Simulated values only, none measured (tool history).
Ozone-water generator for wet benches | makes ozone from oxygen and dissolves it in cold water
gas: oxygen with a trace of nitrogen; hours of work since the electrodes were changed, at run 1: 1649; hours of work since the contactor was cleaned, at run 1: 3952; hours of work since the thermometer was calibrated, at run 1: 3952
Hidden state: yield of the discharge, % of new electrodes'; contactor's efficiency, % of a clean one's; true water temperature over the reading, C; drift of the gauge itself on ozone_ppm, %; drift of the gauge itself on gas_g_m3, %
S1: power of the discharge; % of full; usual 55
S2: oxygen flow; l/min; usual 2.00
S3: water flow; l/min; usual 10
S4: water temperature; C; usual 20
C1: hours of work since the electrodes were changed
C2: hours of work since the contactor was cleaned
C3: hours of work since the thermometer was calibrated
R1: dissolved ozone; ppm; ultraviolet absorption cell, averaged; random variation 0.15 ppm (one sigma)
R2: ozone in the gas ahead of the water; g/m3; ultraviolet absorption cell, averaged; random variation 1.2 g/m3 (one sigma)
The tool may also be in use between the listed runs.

run	hour	S1	S2	S3	S4	C1	C2	C3	R1	R2
1	0.0	55	2.00	10	20	1649	3952	3952	19.6	225.2
2	64.7	94	2.00	10	20	1696	3998	3998	26.9	309.5
3	114.3	94	2.00	10	20	1731	4034	4034	27.2	310.0
4	169.0	55	2.00	10	20	1770	4073	4073	19.9	222.5
5	231.4	55	2.40	10	20	1814	4117	4117	19.3	199.8
# hour 266.8: contactor cleaned
6	284.8	55	2.40	10	20	1850	13	4152	19.4	199.9
# hour 298.5: water thermometer calibrated
7	357.0	55	2.00	10	25	1901	64	42	18.4	227.6
8	413.9	55	2.96	10	20	1941	105	82	19.3	177.3
9	455.9	53	2.96	10	20	1971	135	112	18.5	174.0
10	498.1	53	2.96	6	20	2002	165	142	25.6	174.1
11	531.7	41	2.00	10	20	2026	189	166	16.4	189.1
12	606.2	55	2.00	10	16	2079	242	219	20.4	226.8
13	663.6	55	2.00	10	20	2120	283	260	19.9	225.0
14	704.1	55	2.00	10	20	2149	312	289	19.6	225.3
15	750.2	55	2.00	10	20	2181	345	322	19.8	226.0
16	823.2	55	2.00	10	20	2233	397	374	19.2	224.7
17	882.0	55	2.00	10	20	2275	438	416	19.6	223.3
18	939.1	55	2.00	10	20	2316	479	457	19.8	224.9
19	1012.9	55	2.00	8	12	2369	532	510	26.2	222.3
20	1052.6	55	2.00	8	12	2397	560	538	26.1	224.5
21	1108.0	55	2.00	10	13	2437	600	577	21.2	223.0
22	1142.1	55	1.40	10	27	2461	624	602	18.1	283.1
23	1179.5	55	1.40	10	20	2488	651	629	19.7	283.1
24	1214.6	59	1.40	10	27	2513	676	653	18.8	293.3
25	1268.0	59	1.40	10	27	2551	714	692	18.7	291.9
26	1304.2	55	1.18	9	20	2577	740	717	21.1	312.5
27	1347.6	57	2.00	10	20	2608	771	748	20.1	230.6
28	1419.8	55	1.19	10	20	2659	822	800	19.2	314.4
29	1457.6	55	2.33	9	20	2686	849	827	21.2	204.8
30	1507.0	55	2.00	9	24	2721	884	862	20.3	225.6
31	1550.7	55	2.00	9	24	2752	915	893	20.0	225.4
32	1610.9	57	1.46	15	24	2795	958	936	13.4	283.0
33	1657.1	57	1.46	15	24	2828	991	969	13.2	280.0

Hidden state at the last listed run before each entry between runs and at the first one after, where it differs:
Between runs 5 and 6: contactor cleaned (hour 266.8)
  contactor's efficiency, % of a clean one's: 99.9 -> 100
Between runs 6 and 7: water thermometer calibrated (hour 298.5)
  true water temperature over the reading, C: 0.01 -> 0
